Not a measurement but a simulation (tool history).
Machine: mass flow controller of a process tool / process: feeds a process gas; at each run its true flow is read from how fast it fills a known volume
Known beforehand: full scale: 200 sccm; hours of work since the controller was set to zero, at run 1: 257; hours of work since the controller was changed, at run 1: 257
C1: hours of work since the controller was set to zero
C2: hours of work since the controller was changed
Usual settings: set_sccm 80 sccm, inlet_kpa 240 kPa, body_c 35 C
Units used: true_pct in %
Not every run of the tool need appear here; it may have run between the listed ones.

{"run": 1, "hour": 0.0, "set_sccm": 80, "inlet_kpa": 240, "body_c": 35, "C1": 257, "C2": 257, "true_pct": 98.14}
{"run": 2, "hour": 70.3, "set_sccm": 80, "inlet_kpa": 240, "body_c": 35, "C1": 293, "C2": 293, "true_pct": 98.23}
{"run": 3, "hour": 136.6, "set_sccm": 80, "inlet_kpa": 240, "body_c": 35, "C1": 327, "C2": 327, "true_pct": 98.21}
{"run": 4, "hour": 189.0, "set_sccm": 80, "inlet_kpa": 240, "body_c": 35, "C1": 353, "C2": 353, "true_pct": 98.05}
{"run": 5, "hour": 276.7, "set_sccm": 80, "inlet_kpa": 240, "body_c": 35, "C1": 398, "C2": 398, "true_pct": 98.06}
{"hour": 285.7, "done": "controller's zero set anew"}
{"run": 6, "hour": 340.4, "set_sccm": 33, "inlet_kpa": 240, "body_c": 35, "C1": 28, "C2": 430, "true_pct": 97.51}
{"run": 7, "hour": 421.4, "set_sccm": 33, "inlet_kpa": 264, "body_c": 28, "C1": 69, "C2": 471, "true_pct": 98.12}
{"hour": 440.1, "done": "controller's zero set anew, once more"}
{"run": 8, "hour": 460.9, "set_sccm": 33, "inlet_kpa": 264, "body_c": 28, "C1": 11, "C2": 491, "true_pct": 98.75}
{"run": 9, "hour": 499.3, "set_sccm": 148, "inlet_kpa": 240, "body_c": 24, "C1": 30, "C2": 511, "true_pct": 99.63}
{"run": 10, "hour": 568.8, "set_sccm": 148, "inlet_kpa": 240, "body_c": 24, "C1": 66, "C2": 546, "true_pct": 99.88}

Each row is a separate what-if for the run after 10, all from the same tool condition, not one after another. Results?
{"run": "A", "hour": 616.4, "set_sccm": 28, "inlet_kpa": 240, "body_c": 21, "C1": 90, "C2": 570, "true_pct": "?"}
{"run": "B", "hour": 616.4, "set_sccm": 185, "inlet_kpa": 240, "body_c": 24, "C1": 90, "C2": 570, "true_pct": "?"}
{"run": "C", "hour": 616.4, "set_sccm": 37, "inlet_kpa": 265, "body_c": 25, "C1": 90, "C2": 570, "true_pct": "?"}
{"run": "D", "hour": 616.4, "set_sccm": 199, "inlet_kpa": 204, "body_c": 35, "C1": 90, "C2": 570, "true_pct": "?"}

run=A true_pct=99.41
run=B true_pct=100.01
run=C true_pct=99
run=D true_pct=99.08
What these runs would have given with no unlogged condition in the tool:
run=A true_pct=99.32
run=B true_pct=99.84
run=C true_pct=98.88
run=D true_pct=98.91

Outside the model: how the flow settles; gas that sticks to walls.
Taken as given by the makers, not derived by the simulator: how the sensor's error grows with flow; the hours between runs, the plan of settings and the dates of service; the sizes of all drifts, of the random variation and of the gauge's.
